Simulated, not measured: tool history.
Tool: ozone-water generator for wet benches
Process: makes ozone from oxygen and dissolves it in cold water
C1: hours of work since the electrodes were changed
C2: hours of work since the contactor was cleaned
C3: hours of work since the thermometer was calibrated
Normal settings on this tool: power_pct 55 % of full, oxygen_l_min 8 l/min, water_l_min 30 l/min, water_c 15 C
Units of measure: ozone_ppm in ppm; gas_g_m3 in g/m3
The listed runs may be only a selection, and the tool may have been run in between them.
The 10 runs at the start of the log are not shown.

run 11 hour=1438.4 | power_pct=55 oxygen_l_min=8 water_l_min=30 water_c=15 | C1=1649 C2=910 C3=368 | ozone_ppm=20.7 gas_g_m3=184.6
run 12 hour=1539.8 | power_pct=55 oxygen_l_min=8 water_l_min=30 water_c=15 | C1=1717 C2=978 C3=436 | ozone_ppm=20.5 gas_g_m3=183.3
run 13 hour=1738.3 | power_pct=55 oxygen_l_min=8 water_l_min=19 water_c=15 | C1=1851 C2=1112 C3=570 | ozone_ppm=29 gas_g_m3=182
run 14 hour=1947.8 | power_pct=55 oxygen_l_min=8 water_l_min=19 water_c=15 | C1=1992 C2=1253 C3=711 | ozone_ppm=28.6 gas_g_m3=182
run 15 hour=2125.7 | power_pct=55 oxygen_l_min=8 water_l_min=19 water_c=15 | C1=2112 C2=1373 C3=831 | ozone_ppm=28.8 gas_g_m3=183.6
run 16 hour=2273.4 | power_pct=55 oxygen_l_min=8 water_l_min=43 water_c=15 | C1=2212 C2=1473 C3=931 | ozone_ppm=14.5 gas_g_m3=180.4
run 17 hour=2384.8 | power_pct=55 oxygen_l_min=8 water_l_min=43 water_c=15 | C1=2287 C2=1548 C3=1006 | ozone_ppm=14.4 gas_g_m3=181.8
run 18 hour=2571.6 | power_pct=70 oxygen_l_min=5.04 water_l_min=28 water_c=15 | C1=2413 C2=1674 C3=1132 | ozone_ppm=23 gas_g_m3=262.7
run 19 hour=2729.9 | power_pct=49 oxygen_l_min=7.24 water_l_min=20 water_c=15 | C1=2520 C2=1781 C3=1239 | ozone_ppm=25.7 gas_g_m3=177.1
run 20 hour=2896 | power_pct=58 oxygen_l_min=13.85 water_l_min=30 water_c=15 | C1=2632 C2=1893 C3=1351 | ozone_ppm=20.8 gas_g_m3=146.5
run 21 hour=3024 | power_pct=55 oxygen_l_min=10.95 water_l_min=30 water_c=10 | C1=2718 C2=1979 C3=1437 | ozone_ppm=22.2 gas_g_m3=156.2
run 22 hour=3191.3 | power_pct=55 oxygen_l_min=10.95 water_l_min=29 water_c=12 | C1=2831 C2=2092 C3=1550 | ozone_ppm=21.7 gas_g_m3=156.6
run 23 hour=3388.4 | power_pct=85 oxygen_l_min=5.79 water_l_min=44 water_c=8 | C1=2964 C2=2225 C3=1683 | ozone_ppm=17.6 gas_g_m3=273.9
run 24 hour=3480.4 | power_pct=43 oxygen_l_min=8 water_l_min=25 water_c=15 | C1=3026 C2=2287 C3=1745 | ozone_ppm=19.8 gas_g_m3=154
run 25 hour=3604.6 | power_pct=94 oxygen_l_min=13.31 water_l_min=30 water_c=11 | C1=3110 C2=2371 C3=1829 | ozone_ppm=29.9 gas_g_m3=196
run 26 hour=3694.5 | power_pct=94 oxygen_l_min=13.31 water_l_min=30 water_c=11 | C1=3171 C2=2432 C3=1890 | ozone_ppm=30.1 gas_g_m3=195.3
run 27 hour=3893.6 | power_pct=50 oxygen_l_min=13.31 water_l_min=30 water_c=11 | C1=3305 C2=2566 C3=2024 | ozone_ppm=20.3 gas_g_m3=133.5
run 28 hour=4070.3 | power_pct=64 oxygen_l_min=5.12 water_l_min=48 water_c=12 | C1=3424 C2=2685 C3=2143 | ozone_ppm=12.4 gas_g_m3=238.4
run 29 hour=4180 | power_pct=64 oxygen_l_min=5.12 water_l_min=48 water_c=12 | C1=3498 C2=2759 C3=2217 | ozone_ppm=12.6 gas_g_m3=241.1
run 30 hour=4313.2 | power_pct=82 oxygen_l_min=11.13 water_l_min=26 water_c=15 | C1=3588 C2=2849 C3=2307 | ozone_ppm=28.5 gas_g_m3=193.9
run 31 hour=4482 | power_pct=82 oxygen_l_min=11.13 water_l_min=26 water_c=15 | C1=3702 C2=2963 C3=2421 | ozone_ppm=28.1 gas_g_m3=194.1
run 32 hour=4605.3 | power_pct=43 oxygen_l_min=6.97 water_l_min=26 water_c=18 | C1=3785 C2=3046 C3=2504 | ozone_ppm=18.2 gas_g_m3=164.7

Forecast each of these 3 alternatives for the next run:
run A hour=4698.4 | power_pct=43 oxygen_l_min=9.82 water_l_min=26 water_c=18 | C1=3848 C2=3109 C3=2567 | ozone_ppm=? gas_g_m3=?
run B hour=4698.4 | power_pct=80 oxygen_l_min=8 water_l_min=30 water_c=15 | C1=3848 C2=3109 C3=2567 | ozone_ppm=? gas_g_m3=?
run C hour=4698.4 | power_pct=43 oxygen_l_min=6.97 water_l_min=26 water_c=8 | C1=3848 C2=3109 C3=2567 | ozone_ppm=? gas_g_m3=?

run=A ozone_ppm=18.1 gas_g_m3=139.7
run=B ozone_ppm=24.4 gas_g_m3=222.5
run=C ozone_ppm=20.5 gas_g_m3=164.5
Had the tool no hidden state, the same runs would have come out as:
run=A ozone_ppm=19.4 gas_g_m3=147.2
run=B ozone_ppm=26.9 gas_g_m3=241.1
run=C ozone_ppm=22 gas_g_m3=173.3

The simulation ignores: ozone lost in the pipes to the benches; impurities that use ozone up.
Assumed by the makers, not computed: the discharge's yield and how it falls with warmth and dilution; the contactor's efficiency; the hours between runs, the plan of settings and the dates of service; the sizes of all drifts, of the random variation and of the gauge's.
